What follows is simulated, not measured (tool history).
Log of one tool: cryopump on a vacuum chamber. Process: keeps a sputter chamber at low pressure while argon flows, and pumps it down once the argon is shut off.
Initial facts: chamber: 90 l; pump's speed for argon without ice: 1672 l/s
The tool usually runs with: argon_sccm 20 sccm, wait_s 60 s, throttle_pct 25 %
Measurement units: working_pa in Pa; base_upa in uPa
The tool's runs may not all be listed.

Run 1, hour 0.0: usual settings. Result: working_pa 0.0831 Pa, base_upa 1.60 uPa.
Run 2, hour 122.2: usual settings. Result: working_pa 0.0839 Pa, base_upa 1.63 uPa.
Run 3, hour 228.0: usual settings but throttle_pct 22 %. Result: working_pa 0.0948 Pa, base_upa 1.69 uPa.
Run 4, hour 349.6: usual settings but throttle_pct 22 %. Result: working_pa 0.0959 Pa, base_upa 1.65 uPa.
Run 5, hour 409.3: usual settings but throttle_pct 39 %. Result: working_pa 0.0559 Pa, base_upa 1.67 uPa.
At hour 459.7: pump warmed up, emptied and cooled again.
Run 6, hour 524.9: usual settings but wait_s 170 s. Result: working_pa 0.0814 Pa, base_upa 0.84 uPa.
Run 7, hour 576.7: usual settings but wait_s 170 s. Result: working_pa 0.0821 Pa, base_upa 0.86 uPa.
Run 8, hour 634.7: usual settings. Result: working_pa 0.0809 Pa, base_upa 1.65 uPa.
Run 9, hour 698.1: usual settings but argon_sccm 13 sccm. Result: working_pa 0.0542 Pa, base_upa 1.72 uPa.
Run 10, hour 788.1: usual settings but wait_s 107 s. Result: working_pa 0.0823 Pa, base_upa 1.16 uPa.
Run 11, hour 845.2: usual settings but wait_s 107 s. Result: working_pa 0.0820 Pa, base_upa 1.16 uPa.
Run 12, hour 941.5: usual settings but wait_s 107 s. Result: working_pa 0.0823 Pa, base_upa 1.21 uPa.
Run 13, hour 1001.8: usual settings but throttle_pct 19 %. Result: working_pa 0.1080 Pa, base_upa 1.74 uPa.
Run 14, hour 1086.2: usual settings but throttle_pct 19 %. Result: working_pa 0.1077 Pa, base_upa 1.78 uPa.
Run 15, hour 1194.1: usual settings but argon_sccm 38 sccm, wait_s 42 s, throttle_pct 39 %. Result: working_pa 0.1037 Pa, base_upa 2.31 uPa.

For run 16, what comes out?
Run 16, hour 1311.6: usual settings but argon_sccm 38 sccm, wait_s 42 s, throttle_pct 39 %. Result: working_pa ?, base_upa ?.

working_pa: 0.1039 Pa
base_upa: 2.25 uPa
Had the tool carried no hidden state, the very same run would have given working_pa 0.0984 Pa, base_upa 1.83 uPa.
